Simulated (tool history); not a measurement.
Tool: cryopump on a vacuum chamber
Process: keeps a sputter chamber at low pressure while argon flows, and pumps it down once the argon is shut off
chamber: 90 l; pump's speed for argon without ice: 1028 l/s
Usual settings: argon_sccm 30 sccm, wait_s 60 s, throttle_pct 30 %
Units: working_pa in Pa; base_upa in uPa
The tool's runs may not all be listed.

run	hour	argon_sccm	wait_s	throttle_pct	working_pa	base_upa
1	0.0	30	60	30	0.1671	3.58
2	28.0	30	60	52	0.0984	3.66
3	45.4	24	60	30	0.1345	3.71
4	70.0	24	60	30	0.1351	3.68
5	92.1	24	60	54	0.0764	3.66
6	116.9	24	60	54	0.0760	3.65
7	134.4	24	60	22	0.1833	3.68
8	158.3	24	60	22	0.1831	3.80
9	188.8	24	60	22	0.1849	3.78
10	206.8	24	60	22	0.1821	3.79
11	236.8	24	60	22	0.1856	3.81
12	269.6	24	60	22	0.1848	4.00
13	297.6	30	60	18	0.2812	3.95
14	321.8	30	60	39	0.1317	4.00
15	355.1	30	60	30	0.1714	4.05
16	387.9	46	60	30	0.2614	4.06
17	422.7	46	60	30	0.2628	4.02
18	452.5	46	60	30	0.2629	4.01
19	475.5	24	60	33	0.1263	4.15
20	503.2	30	60	44	0.1190	4.23
21	526.3	30	60	22	0.2334	4.13
22	562.8	24	60	22	0.1874	4.21
23	593.4	43	43	41	0.1847	5.19
24	629.5	17	62	40	0.0748	4.38
25	663.2	17	133	39	0.0770	3.26
26	687.0	12	60	30	0.0700	4.32
27	716.8	12	60	30	0.0696	4.44
28	734.6	37	21	59	0.1139	8.36
29	772.0	15	26	52	0.0523	7.29
30	798.8	38	53	30	0.2210	4.74
31	816.8	15	69	17	0.1496	4.37
32	839.7	27	60	30	0.1570	4.67
33	876.4	27	60	30	0.1566	4.77

5 ways to go on from here, each from the tool as it stands after run 33. What would each give?
A	907.3	20	26	28	?	?
B	907.3	20	60	37	?	?
C	907.3	22	66	26	?	?
D	907.3	59	60	26	?	?
E	907.3	16	74	16	?	?

run	working_pa	base_upa
A	0.1240	7.47
B	0.0964	4.81
C	0.1477	4.63
D	0.3943	4.79
E	0.1716	4.35
Without the tool's hidden state the same runs would have given:
run	working_pa	base_upa
A	0.1167	5.09
B	0.0890	2.40
C	0.1396	2.22
D	0.3726	2.40
E	0.1657	1.96
